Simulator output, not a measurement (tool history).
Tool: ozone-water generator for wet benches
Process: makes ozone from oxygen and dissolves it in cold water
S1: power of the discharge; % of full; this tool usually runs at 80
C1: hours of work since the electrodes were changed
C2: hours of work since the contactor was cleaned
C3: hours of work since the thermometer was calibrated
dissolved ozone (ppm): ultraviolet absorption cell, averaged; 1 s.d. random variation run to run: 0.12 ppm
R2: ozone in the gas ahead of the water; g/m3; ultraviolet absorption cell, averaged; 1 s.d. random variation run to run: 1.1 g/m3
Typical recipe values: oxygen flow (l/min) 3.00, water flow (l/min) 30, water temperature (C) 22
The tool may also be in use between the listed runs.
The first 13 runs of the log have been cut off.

Run 14, hour 1673.1: usual settings but water flow (l/min) 24, water temperature (C) 14; C1 8155; C2 5574; C3 117. Result: dissolved ozone (ppm) 12.6, R2 164.7 g/m3.
Run 15, hour 1788.8: usual settings but oxygen flow (l/min) 2.13; C1 8263; C2 5683; C3 226. Result: dissolved ozone (ppm) 9.4, R2 205.5 g/m3.
Run 16, hour 1966.9: usual settings but oxygen flow (l/min) 2.13; C1 8430; C2 5850; C3 393. Result: dissolved ozone (ppm) 9.2, R2 204.1 g/m3.
Run 17, hour 2055.1: usual settings but oxygen flow (l/min) 2.13; C1 8513; C2 5932; C3 476. Result: dissolved ozone (ppm) 9.4, R2 204.4 g/m3.
Run 18, hour 2198.8: usual settings but oxygen flow (l/min) 2.13, water flow (l/min) 29; C1 8648; C2 6067; C3 610. Result: dissolved ozone (ppm) 9.6, R2 204.7 g/m3.
Run 19, hour 2342.4: usual settings but S1 46 % of full; C1 8782; C2 6202; C3 745. Result: dissolved ozone (ppm) 6.4, R2 106.4 g/m3.
Run 20, hour 2451.9: usual settings but S1 86 % of full, oxygen flow (l/min) 1.69, water flow (l/min) 37, water temperature (C) 30; C1 8885; C2 6305; C3 848. Result: dissolved ozone (ppm) 7.4, R2 247.6 g/m3.
Run 21, hour 2530.8: usual settings but S1 86 % of full, oxygen flow (l/min) 1.69, water flow (l/min) 37, water temperature (C) 30; C1 8959; C2 6379; C3 922. Result: dissolved ozone (ppm) 7.4, R2 250.2 g/m3.
Run 22, hour 2662.9: usual settings but S1 52 % of full, oxygen flow (l/min) 1.69, water flow (l/min) 37, water temperature (C) 30; C1 9083; C2 6503; C3 1046. Result: dissolved ozone (ppm) 5.0, R2 172.5 g/m3.
Run 23, hour 2764.0: usual settings but S1 52 % of full, oxygen flow (l/min) 1.69, water flow (l/min) 37, water temperature (C) 30; C1 9178; C2 6597; C3 1140. Result: dissolved ozone (ppm) 5.0, R2 173.1 g/m3.
Run 24, hour 2844.6: usual settings but water flow (l/min) 44; C1 9253; C2 6673; C3 1216. Result: dissolved ozone (ppm) 6.7, R2 158.3 g/m3.
Run 25, hour 2976.2: usual settings but water flow (l/min) 44; C1 9377; C2 6796; C3 1339. Result: dissolved ozone (ppm) 6.8, R2 159.8 g/m3.
Run 26, hour 3080.6: usual settings but water flow (l/min) 44; C1 9475; C2 6894; C3 1437. Result: dissolved ozone (ppm) 6.6, R2 160.4 g/m3.
Run 27, hour 3178.1: usual settings but S1 45 % of full, oxygen flow (l/min) 1.55, water flow (l/min) 44; C1 9566; C2 6986; C3 1529. Result: dissolved ozone (ppm) 3.7, R2 163.1 g/m3.
Run 28, hour 3348.3: usual settings but oxygen flow (l/min) 4.79; C1 9726; C2 7145; C3 1688. Result: dissolved ozone (ppm) 9.4, R2 116.9 g/m3.
Run 29, hour 3484.6: usual settings but S1 92 % of full, oxygen flow (l/min) 3.70; C1 9854; C2 7273; C3 1816. Result: dissolved ozone (ppm) 10.3, R2 151.6 g/m3.
Run 30, hour 3624.3: usual settings but S1 92 % of full, oxygen flow (l/min) 3.70; C1 9985; C2 7404; C3 1947. Result: dissolved ozone (ppm) 10.1, R2 153.3 g/m3.

3 options for the next run, each taken on its own from the tool as it stands now. Forecast them:
Run A, hour 3746.5: usual settings but S1 42 % of full, oxygen flow (l/min) 1.87, water flow (l/min) 18; C1 10099; C2 7519; C3 2062. Result: dissolved ozone (ppm) ?, R2 ?.
Run B, hour 3746.5: usual settings but S1 61 % of full, oxygen flow (l/min) 1.74; C1 10099; C2 7519; C3 2062. Result: dissolved ozone (ppm) ?, R2 ?.
Run C, hour 3746.5: usual settings but S1 64 % of full, oxygen flow (l/min) 3.20, water temperature (C) 16; C1 10099; C2 7519; C3 2062. Result: dissolved ozone (ppm) ?, R2 ?.

run  dissolved ozone (ppm)     R2
  A                    8.7  137.2
  B                    7.2  187.5
  C                    8.3  129.1
Without the tool's hidden state the same runs would have given:
run  dissolved ozone (ppm)     R2
  A                    9.8  151.5
  B                    8.6  217.2
  C                    9.9  150.5

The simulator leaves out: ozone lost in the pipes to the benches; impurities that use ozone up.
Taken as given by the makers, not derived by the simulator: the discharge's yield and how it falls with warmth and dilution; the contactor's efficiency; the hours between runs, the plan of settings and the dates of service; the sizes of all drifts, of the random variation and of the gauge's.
